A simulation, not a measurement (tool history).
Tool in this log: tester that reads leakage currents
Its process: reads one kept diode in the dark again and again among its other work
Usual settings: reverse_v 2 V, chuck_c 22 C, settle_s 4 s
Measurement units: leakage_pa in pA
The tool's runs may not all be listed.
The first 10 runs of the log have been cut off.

| run | day | reverse_v | chuck_c | settle_s | leakage_pa |
|---|---|---|---|---|---|
| 11 | 16.667 | 1.33 | 32 | 0.35 | 151.19 |
| 12 | 17.821 | 1.33 | 32 | 0.35 | 151.11 |
| 13 | 19.692 | 1.33 | 32 | 0.35 | 151.73 |
| 14 | 20.854 | 1.33 | 32 | 0.35 | 150.84 |
| 15 | 22.992 | 1.33 | 32 | 0.35 | 150.73 |
| 16 | 24.221 | 1.33 | 32 | 0.35 | 151.49 |
| 17 | 25.117 | 1.33 | 32 | 0.35 | 150.8 |
| 18 | 26.283 | 1.33 | 32 | 0.35 | 151.61 |
| 19 | 27.571 | 1.33 | 32 | 2.86 | 150.35 |
| 20 | 28.592 | 2 | 22 | 3.13 | 70.74 |
|  | 29.392 | probe card cleaned and baked |
| 21 | 30.7 | 2 | 22 | 3.13 | 70.69 |
| 22 | 32.254 | 2 | 22 | 3.13 | 71.18 |
| 23 | 33.2 | 2 | 22 | 3.13 | 71.04 |
| 24 | 35.075 | 1.48 | 43 | 0.45 | 400.18 |
| 25 | 36.362 | 2 | 22 | 4 | 71.02 |
| 26 | 37.575 | 1.93 | 30 | 4 | 145.79 |
| 27 | 38.662 | 2.23 | 28 | 3.03 | 129.19 |

Run 28, settings as shown, results not yet in. Your forecast:
|  | 39.525 | chuck's temperature calibrated |
| 28 | 39.967 | 1.5 | 37 | 3.03 | ? |

Run 28 gave leakage_pa 242.01 pA.
On a tool with no hidden condition, and with the same random variation, this run would have come out at leakage_pa 241.98 pA.

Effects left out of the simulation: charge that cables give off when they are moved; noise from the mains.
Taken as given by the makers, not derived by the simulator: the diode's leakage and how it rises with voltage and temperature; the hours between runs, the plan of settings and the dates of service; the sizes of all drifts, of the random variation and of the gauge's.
